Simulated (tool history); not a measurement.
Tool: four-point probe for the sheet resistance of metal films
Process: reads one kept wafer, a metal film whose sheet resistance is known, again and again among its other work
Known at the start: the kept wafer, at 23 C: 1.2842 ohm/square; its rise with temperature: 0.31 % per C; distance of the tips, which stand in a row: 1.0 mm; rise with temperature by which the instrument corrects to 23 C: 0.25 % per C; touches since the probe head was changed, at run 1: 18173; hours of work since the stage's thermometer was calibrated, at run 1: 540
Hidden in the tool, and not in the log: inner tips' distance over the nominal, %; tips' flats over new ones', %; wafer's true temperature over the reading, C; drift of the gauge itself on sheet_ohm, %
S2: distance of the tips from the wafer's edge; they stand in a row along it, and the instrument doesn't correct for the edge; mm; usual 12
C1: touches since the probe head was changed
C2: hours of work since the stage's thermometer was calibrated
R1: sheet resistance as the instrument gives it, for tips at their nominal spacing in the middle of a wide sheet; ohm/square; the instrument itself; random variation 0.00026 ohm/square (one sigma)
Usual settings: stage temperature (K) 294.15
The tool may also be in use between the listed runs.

{"run": 1, "hour": 0.0, "stage temperature (K)": 294.15, "S2": 12, "C1": 18173, "C2": 540, "R1": 1.284452}
{"run": 2, "hour": 11.8, "stage temperature (K)": 294.15, "S2": 12, "C1": 18495, "C2": 545, "R1": 1.284428}
{"run": 3, "hour": 31.2, "stage temperature (K)": 294.15, "S2": 24, "C1": 19023, "C2": 554, "R1": 1.280873}
{"run": 4, "hour": 43.9, "stage temperature (K)": 294.15, "S2": 24, "C1": 19368, "C2": 560, "R1": 1.280772}
{"run": 5, "hour": 62.7, "stage temperature (K)": 294.15, "S2": 24, "C1": 19880, "C2": 568, "R1": 1.280478}
{"run": 6, "hour": 76.1, "stage temperature (K)": 294.15, "S2": 24, "C1": 20244, "C2": 574, "R1": 1.280599}
{"run": 7, "hour": 93.1, "stage temperature (K)": 294.15, "S2": 24, "C1": 20707, "C2": 581, "R1": 1.280885}
{"hour": 95.2, "done": "stage's thermometer calibrated"}
{"run": 8, "hour": 112.5, "stage temperature (K)": 294.15, "S2": 16, "C1": 21221, "C2": 8, "R1": 1.281784}
{"run": 9, "hour": 124.7, "stage temperature (K)": 300.15, "S2": 12, "C1": 21552, "C2": 13, "R1": 1.288038}
{"hour": 126.9, "done": "stage's thermometer calibrated, once more"}
{"run": 10, "hour": 137.9, "stage temperature (K)": 293.15, "S2": 4, "C1": 21899, "C2": 5, "R1": 1.3217}
{"run": 11, "hour": 155.3, "stage temperature (K)": 293.15, "S2": 4, "C1": 22373, "C2": 13, "R1": 1.321642}
{"run": 12, "hour": 166.4, "stage temperature (K)": 294.15, "S2": 4, "C1": 22673, "C2": 18, "R1": 1.322724}
{"run": 13, "hour": 178.9, "stage temperature (K)": 294.15, "S2": 15, "C1": 23014, "C2": 23, "R1": 1.283991}
{"run": 14, "hour": 188.8, "stage temperature (K)": 292.15, "S2": 44, "C1": 23284, "C2": 28, "R1": 1.279635}
{"run": 15, "hour": 202.5, "stage temperature (K)": 296.15, "S2": 6, "C1": 23657, "C2": 34, "R1": 1.301156}
{"run": 16, "hour": 214.2, "stage temperature (K)": 296.15, "S2": 6, "C1": 23974, "C2": 39, "R1": 1.301676}
{"run": 17, "hour": 233.3, "stage temperature (K)": 298.15, "S2": 8, "C1": 24493, "C2": 47, "R1": 1.294803}

5 ways to go on from here, each from the tool as it stands after run 17. What would each give?
{"run": "A", "hour": 244.3, "stage temperature (K)": 294.15, "S2": 27, "C1": 24795, "C2": 52, "R1": "?"}
{"run": "B", "hour": 244.3, "stage temperature (K)": 299.15, "S2": 20, "C1": 24795, "C2": 52, "R1": "?"}
{"run": "C", "hour": 244.3, "stage temperature (K)": 301.15, "S2": 5, "C1": 24795, "C2": 52, "R1": "?"}
{"run": "D", "hour": 244.3, "stage temperature (K)": 296.15, "S2": 62, "C1": 24795, "C2": 52, "R1": "?"}
{"run": "E", "hour": 244.3, "stage temperature (K)": 298.15, "S2": 47, "C1": 24795, "C2": 52, "R1": "?"}

run=A R1=1.282255
run=B R1=1.286013
run=C R1=1.313197
run=D R1=1.282327
run=E R1=1.284015
Without the tool's hidden state the same runs would have given:
run=A R1=1.284029
run=B R1=1.287794
run=C R1=1.315014
run=D R1=1.284102
run=E R1=1.285794
